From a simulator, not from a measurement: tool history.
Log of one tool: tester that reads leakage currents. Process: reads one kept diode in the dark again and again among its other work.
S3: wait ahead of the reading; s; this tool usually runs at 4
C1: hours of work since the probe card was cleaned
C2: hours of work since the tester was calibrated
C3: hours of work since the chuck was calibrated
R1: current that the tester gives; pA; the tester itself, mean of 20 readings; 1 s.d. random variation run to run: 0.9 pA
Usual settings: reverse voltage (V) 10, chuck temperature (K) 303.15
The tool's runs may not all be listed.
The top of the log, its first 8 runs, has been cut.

run 9 day=37.767 | reverse_voltage_(V)=5.5 chuck_temperature_(K)=322.15 S3=4 | C1=1171 C2=1326 C3=854 | R1=854.71
run 10 day=42.833 | reverse_voltage_(V)=5.5 chuck_temperature_(K)=322.15 S3=4 | C1=1235 C2=1390 C3=918 | R1=853.02
run 11 day=49.358 | reverse_voltage_(V)=7.1 chuck_temperature_(K)=303.15 S3=4 | C1=1316 C2=1472 C3=999 | R1=258.44
-- day=49.833 chuck's temperature calibrated
run 12 day=53.808 | reverse_voltage_(V)=10 chuck_temperature_(K)=303.15 S3=2.96 | C1=1371 C2=1526 C3=50 | R1=279.92
run 13 day=56.942 | reverse_voltage_(V)=10 chuck_temperature_(K)=303.15 S3=2.96 | C1=1410 C2=1565 C3=89 | R1=279.99
-- day=58.467 probe card cleaned and baked
run 14 day=62.671 | reverse_voltage_(V)=10 chuck_temperature_(K)=303.15 S3=2.96 | C1=53 C2=1636 C3=159 | R1=251.35
run 15 day=69.104 | reverse_voltage_(V)=10 chuck_temperature_(K)=303.15 S3=2.96 | C1=133 C2=1716 C3=240 | R1=248.76
run 16 day=72.033 | reverse_voltage_(V)=10 chuck_temperature_(K)=303.15 S3=2.96 | C1=170 C2=1753 C3=276 | R1=250.78
run 17 day=76.862 | reverse_voltage_(V)=10 chuck_temperature_(K)=303.15 S3=4 | C1=230 C2=1813 C3=337 | R1=252.11
-- day=78.892 chuck's temperature calibrated, once more
run 18 day=82.042 | reverse_voltage_(V)=10 chuck_temperature_(K)=303.15 S3=4 | C1=294 C2=1877 C3=39 | R1=299.26
run 19 day=85.221 | reverse_voltage_(V)=10 chuck_temperature_(K)=303.15 S3=4 | C1=334 C2=1917 C3=79 | R1=298.92
run 20 day=89.662 | reverse_voltage_(V)=10 chuck_temperature_(K)=303.15 S3=4 | C1=390 C2=1973 C3=135 | R1=299.87
run 21 day=92.892 | reverse_voltage_(V)=1.1 chuck_temperature_(K)=303.15 S3=4 | C1=430 C2=2013 C3=175 | R1=136.27
run 22 day=97.333 | reverse_voltage_(V)=1.1 chuck_temperature_(K)=303.15 S3=4 | C1=486 C2=2069 C3=231 | R1=135.37
run 23 day=100.004 | reverse_voltage_(V)=1.1 chuck_temperature_(K)=303.15 S3=4 | C1=519 C2=2102 C3=264 | R1=136.19
run 24 day=106.212 | reverse_voltage_(V)=1.1 chuck_temperature_(K)=303.15 S3=4 | C1=597 C2=2180 C3=342 | R1=134.42
run 25 day=109.112 | reverse_voltage_(V)=2 chuck_temperature_(K)=300.15 S3=4.21 | C1=633 C2=2216 C3=378 | R1=133.13
run 26 day=115.354 | reverse_voltage_(V)=3.9 chuck_temperature_(K)=310.15 S3=2.03 | C1=711 C2=2294 C3=457 | R1=345.71
run 27 day=118.225 | reverse_voltage_(V)=2.2 chuck_temperature_(K)=298.15 S3=5.34 | C1=747 C2=2330 C3=492 | R1=117.99
run 28 day=124.3 | reverse_voltage_(V)=14.7 chuck_temperature_(K)=328.15 S3=2.59 | C1=823 C2=2406 C3=569 | R1=1789.22
run 29 day=130.8 | reverse_voltage_(V)=10 chuck_temperature_(K)=303.15 S3=0.83 | C1=905 C2=2488 C3=650 | R1=297.96
run 30 day=134.488 | reverse_voltage_(V)=14.7 chuck_temperature_(K)=303.15 S3=0.83 | C1=951 C2=2534 C3=696 | R1=344.74
run 31 day=137.804 | reverse_voltage_(V)=5.1 chuck_temperature_(K)=295.15 S3=0.62 | C1=992 C2=2575 C3=738 | R1=129.78
run 32 day=144.196 | reverse_voltage_(V)=3 chuck_temperature_(K)=306.15 S3=1.66 | C1=1072 C2=2655 C3=818 | R1=231.12
run 33 day=149.904 | reverse_voltage_(V)=13.7 chuck_temperature_(K)=307.15 S3=4 | C1=1144 C2=2727 C3=889 | R1=436.44

Run 34 is up next; what results do you expect?
run 34 day=152.621 | reverse_voltage_(V)=10.5 chuck_temperature_(K)=303.15 S3=1.45 | C1=1178 C2=2761 C3=923 | R1=?

R1: 301.2 pA
On a tool with no hidden condition, and with the same random variation, this run would have come out at R1 307.91 pA.
